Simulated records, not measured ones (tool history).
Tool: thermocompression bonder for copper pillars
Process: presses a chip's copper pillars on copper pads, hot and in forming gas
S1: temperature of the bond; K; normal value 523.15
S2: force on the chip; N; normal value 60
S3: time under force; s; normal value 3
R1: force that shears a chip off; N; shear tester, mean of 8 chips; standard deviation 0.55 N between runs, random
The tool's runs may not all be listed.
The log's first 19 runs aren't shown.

{"run": 20, "hour": 275.2, "S1": 523.15, "S2": 60, "S3": 3, "R1": 51.0}
{"run": 21, "hour": 289.1, "S1": 523.15, "S2": 60, "S3": 3, "R1": 49.9}
{"run": 22, "hour": 298.6, "S1": 531.15, "S2": 42, "S3": 3, "R1": 40.5}
{"run": 23, "hour": 322.3, "S1": 535.15, "S2": 65, "S3": 2, "R1": 54.1}
{"hour": 335.6, "done": "heater calibrated with a thermocouple chip, once more"}
{"run": 24, "hour": 338.3, "S1": 499.15, "S2": 39, "S3": 6, "R1": 28.2}
{"run": 25, "hour": 349.1, "S1": 538.15, "S2": 36, "S3": 8, "R1": 50.1}
{"run": 26, "hour": 367.1, "S1": 538.15, "S2": 36, "S3": 8, "R1": 50.1}
{"run": 27, "hour": 388.1, "S1": 538.15, "S2": 36, "S3": 8, "R1": 49.1}
{"run": 28, "hour": 401.0, "S1": 523.15, "S2": 60, "S3": 4, "R1": 51.5}
{"run": 29, "hour": 422.6, "S1": 494.15, "S2": 36, "S3": 3, "R1": 17.0}
{"run": 30, "hour": 444.6, "S1": 494.15, "S2": 72, "S3": 3, "R1": 35.9}
{"run": 31, "hour": 462.5, "S1": 527.15, "S2": 56, "S3": 9, "R1": 62.7}
{"run": 32, "hour": 481.9, "S1": 523.15, "S2": 82, "S3": 4, "R1": 63.4}
{"hour": 488.7, "done": "forming gas filter changed"}
{"run": 33, "hour": 504.6, "S1": 523.15, "S2": 82, "S3": 4, "R1": 69.0}
{"run": 34, "hour": 524.7, "S1": 523.15, "S2": 60, "S3": 5, "R1": 57.5}
{"run": 35, "hour": 543.6, "S1": 518.15, "S2": 53, "S3": 3, "R1": 40.4}
{"run": 36, "hour": 563.1, "S1": 516.15, "S2": 55, "S3": 7, "R1": 53.7}
{"run": 37, "hour": 582.2, "S1": 523.15, "S2": 38, "S3": 3, "R1": 31.7}
{"run": 38, "hour": 594.9, "S1": 496.15, "S2": 84, "S3": 2, "R1": 38.9}
{"run": 39, "hour": 607.3, "S1": 548.15, "S2": 78, "S3": 3, "R1": 72.3}
{"run": 40, "hour": 626.6, "S1": 521.15, "S2": 90, "S3": 6, "R1": 75.3}
{"run": 41, "hour": 648.7, "S1": 521.15, "S2": 90, "S3": 6, "R1": 74.4}

Below are 3 alternative next runs, each starting from the tool's condition after run 41. Predict each:
{"run": "A", "hour": 667.4, "S1": 521.15, "S2": 90, "S3": 3, "R1": "?"}
{"run": "B", "hour": 667.4, "S1": 549.15, "S2": 60, "S3": 4, "R1": "?"}
{"run": "C", "hour": 667.4, "S1": 523.15, "S2": 60, "S3": 4, "R1": "?"}

run=A R1=63.8
run=B R1=67.4
run=C R1=52.4
Stripped of hidden state, with their random variation kept, the same runs would have yielded:
run=A R1=63.4
run=B R1=67.4
run=C R1=51.7
